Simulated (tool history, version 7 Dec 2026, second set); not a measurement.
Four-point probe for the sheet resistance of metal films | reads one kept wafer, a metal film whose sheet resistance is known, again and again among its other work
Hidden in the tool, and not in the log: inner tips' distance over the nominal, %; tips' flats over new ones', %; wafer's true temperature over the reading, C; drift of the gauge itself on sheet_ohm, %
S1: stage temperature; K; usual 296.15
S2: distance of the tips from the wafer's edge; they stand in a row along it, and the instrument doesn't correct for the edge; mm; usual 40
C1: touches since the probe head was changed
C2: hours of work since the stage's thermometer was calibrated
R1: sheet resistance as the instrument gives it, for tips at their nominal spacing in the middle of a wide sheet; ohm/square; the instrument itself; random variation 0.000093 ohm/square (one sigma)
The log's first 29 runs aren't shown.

run,hour,S1,S2,C1,C2,R1
30,400.9,297.15,57,25498,1350,0.468972
31,418.6,297.15,57,26239,1361,0.468979
32,432.9,295.15,25,26837,1369,0.468804
33,446.4,295.15,25,27405,1377,0.469005
34,461.8,295.15,25,28048,1386,0.468641
35,481.6,294.15,16,28877,1398,0.468987
36,497.6,294.15,16,29549,1407,0.468940
37,508.4,293.15,3,30001,1413,0.475519
38,525.4,293.15,4,30716,1423,0.472720
39,542.6,293.15,4,31437,1433,0.472603
40,558.2,300.15,56,32088,1443,0.469683
41,568.5,307.15,35,32523,1449,0.470656
42,579.0,296.15,21,32963,1455,0.469160
43,588.4,298.15,21,33354,1460,0.469462
44,605.9,299.15,8,34088,1471,0.470494
45,618.5,299.15,8,34619,1478,0.470495

Forecast each of these 4 alternatives for the next run:
A,627.3,294.15,40,34987,1483,?
B,627.3,302.15,8,34987,1483,?
C,627.3,295.15,20,34987,1483,?
D,627.3,295.15,23,34987,1483,?

run,R1
A,0.468955
B,0.471028
C,0.469005
D,0.469151
Without the tool's hidden state the same runs would have given:
run,R1
A,0.466794
B,0.468874
C,0.466845
D,0.466991
